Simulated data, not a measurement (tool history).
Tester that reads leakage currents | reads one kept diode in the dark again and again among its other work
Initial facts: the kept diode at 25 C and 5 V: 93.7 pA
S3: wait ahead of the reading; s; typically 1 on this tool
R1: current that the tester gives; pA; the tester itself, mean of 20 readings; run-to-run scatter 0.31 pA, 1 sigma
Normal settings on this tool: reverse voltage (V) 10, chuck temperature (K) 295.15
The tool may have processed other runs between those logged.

run 1 hour=0 | reverse_voltage_(V)=10 chuck_temperature_(K)=295.15 S3=1 | R1=98.47
run 2 hour=26.5 | reverse_voltage_(V)=10 chuck_temperature_(K)=295.15 S3=1 | R1=97.41
run 3 hour=53.9 | reverse_voltage_(V)=10 chuck_temperature_(K)=295.15 S3=1 | R1=97.14
run 4 hour=85.7 | reverse_voltage_(V)=10 chuck_temperature_(K)=314.15 S3=1 | R1=462.47
run 5 hour=125.8 | reverse_voltage_(V)=10 chuck_temperature_(K)=314.15 S3=1 | R1=460.84
run 6 hour=144.6 | reverse_voltage_(V)=10 chuck_temperature_(K)=314.15 S3=1 | R1=461.33
run 7 hour=182.6 | reverse_voltage_(V)=10 chuck_temperature_(K)=295.15 S3=1 | R1=96.86
run 8 hour=200.6 | reverse_voltage_(V)=10 chuck_temperature_(K)=295.15 S3=1 | R1=96.72
run 9 hour=221.7 | reverse_voltage_(V)=10 chuck_temperature_(K)=295.15 S3=1 | R1=96.69
run 10 hour=255.3 | reverse_voltage_(V)=10 chuck_temperature_(K)=295.15 S3=1 | R1=96.67
run 11 hour=284.7 | reverse_voltage_(V)=10 chuck_temperature_(K)=295.15 S3=1 | R1=96.09
run 12 hour=306 | reverse_voltage_(V)=10 chuck_temperature_(K)=295.15 S3=1 | R1=96.37
run 13 hour=342.7 | reverse_voltage_(V)=10 chuck_temperature_(K)=295.15 S3=1 | R1=106.1
run 14 hour=372.5 | reverse_voltage_(V)=10 chuck_temperature_(K)=295.15 S3=1 | R1=105.86
run 15 hour=410.4 | reverse_voltage_(V)=4.1 chuck_temperature_(K)=295.15 S3=1 | R1=68.67
run 16 hour=432.3 | reverse_voltage_(V)=4.1 chuck_temperature_(K)=295.15 S3=1 | R1=68.74
run 17 hour=462.7 | reverse_voltage_(V)=10 chuck_temperature_(K)=295.15 S3=1 | R1=105.2
run 18 hour=479.3 | reverse_voltage_(V)=10 chuck_temperature_(K)=306.15 S3=1 | R1=258.48
run 19 hour=497.2 | reverse_voltage_(V)=10 chuck_temperature_(K)=306.15 S3=1 | R1=259.68
run 20 hour=533.7 | reverse_voltage_(V)=13.6 chuck_temperature_(K)=295.15 S3=1 | R1=121.88
run 21 hour=558.4 | reverse_voltage_(V)=7.6 chuck_temperature_(K)=299.15 S3=1 | R1=127.4
run 22 hour=591.7 | reverse_voltage_(V)=6 chuck_temperature_(K)=297.15 S3=9.63 | R1=94.51
run 23 hour=608.9 | reverse_voltage_(V)=4.5 chuck_temperature_(K)=322.15 S3=1.85 | R1=630.43
run 24 hour=631.9 | reverse_voltage_(V)=2.6 chuck_temperature_(K)=293.15 S3=2.22 | R1=45.27
run 25 hour=654.1 | reverse_voltage_(V)=9.3 chuck_temperature_(K)=304.15 S3=0.76 | R1=210.82
run 26 hour=675.9 | reverse_voltage_(V)=9.3 chuck_temperature_(K)=304.15 S3=0.76 | R1=211.01
run 27 hour=709.7 | reverse_voltage_(V)=10 chuck_temperature_(K)=323.15 S3=1 | R1=962.56
run 28 hour=734.3 | reverse_voltage_(V)=10 chuck_temperature_(K)=323.15 S3=1.83 | R1=959.61
run 29 hour=767.9 | reverse_voltage_(V)=2.4 chuck_temperature_(K)=323.15 S3=1.83 | R1=507.77
run 30 hour=791.6 | reverse_voltage_(V)=7 chuck_temperature_(K)=309.15 S3=0.95 | R1=274.18
run 31 hour=825 | reverse_voltage_(V)=8.4 chuck_temperature_(K)=307.15 S3=2.93 | R1=251.32
run 32 hour=865.8 | reverse_voltage_(V)=8.4 chuck_temperature_(K)=307.15 S3=2.93 | R1=250.74
run 33 hour=902.5 | reverse_voltage_(V)=8.4 chuck_temperature_(K)=307.15 S3=1.14 | R1=249.74
run 34 hour=927.4 | reverse_voltage_(V)=8.4 chuck_temperature_(K)=307.15 S3=1.14 | R1=249.31
run 35 hour=953.9 | reverse_voltage_(V)=10 chuck_temperature_(K)=314.15 S3=1 | R1=473.45
run 36 hour=990.8 | reverse_voltage_(V)=10 chuck_temperature_(K)=295.15 S3=5.81 | R1=99.72
run 37 hour=1014.1 | reverse_voltage_(V)=10 chuck_temperature_(K)=295.15 S3=5.81 | R1=99.55
run 38 hour=1041.4 | reverse_voltage_(V)=1.5 chuck_temperature_(K)=295.15 S3=0.87 | R1=40.68
run 39 hour=1061.8 | reverse_voltage_(V)=1.6 chuck_temperature_(K)=295.15 S3=0.46 | R1=42.26
run 40 hour=1084.9 | reverse_voltage_(V)=7.5 chuck_temperature_(K)=295.15 S3=1 | R1=87.69

Not shown: 1 entry that the log had between the listed runs. Between which runs, and how does the tool's hidden state differ before and after?
In the gap between runs 12 and 13: chuck's temperature calibrated (hour 313.6)
  stray current of the dirty probe card, pA a volt: 0.639 -> 0.655; current scale over the true one, %: -0.33 -> -0.34; true chuck temperature over the reading, C: -1.18 -> -0.07
  measured less the result without the state, R1: -4.05 -> +5.42 pA
